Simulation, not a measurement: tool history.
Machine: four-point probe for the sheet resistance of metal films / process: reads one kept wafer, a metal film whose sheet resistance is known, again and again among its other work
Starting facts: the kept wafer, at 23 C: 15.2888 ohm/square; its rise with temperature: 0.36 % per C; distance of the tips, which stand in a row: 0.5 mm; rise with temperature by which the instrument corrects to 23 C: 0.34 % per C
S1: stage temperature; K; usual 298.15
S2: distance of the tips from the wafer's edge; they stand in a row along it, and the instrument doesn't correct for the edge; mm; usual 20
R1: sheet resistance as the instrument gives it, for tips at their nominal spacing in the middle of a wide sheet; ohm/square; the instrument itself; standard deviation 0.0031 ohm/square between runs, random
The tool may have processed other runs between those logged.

| run | hour | S1 | S2 | R1 |
|---|---|---|---|---|
| 1 | 0.0 | 298.15 | 20 | 15.304664 |
| 2 | 13.8 | 298.15 | 6 | 15.352120 |
| 3 | 30.2 | 298.15 | 6 | 15.351073 |
| 4 | 45.7 | 295.15 | 20 | 15.294566 |
| 5 | 64.9 | 298.15 | 20 | 15.297496 |
| 6 | 76.4 | 299.15 | 69 | 15.303466 |
| 7 | 89.8 | 299.15 | 69 | 15.300587 |
| 8 | 107.7 | 306.15 | 50 | 15.320996 |

Predict the results of run 9:
| 9 | 134.2 | 307.15 | 4 | ? |

{"run 9": {"R1": 15.450176}}
The same run, on a tool lacking any hidden state, would have yielded R1 15.449566 ohm/square.
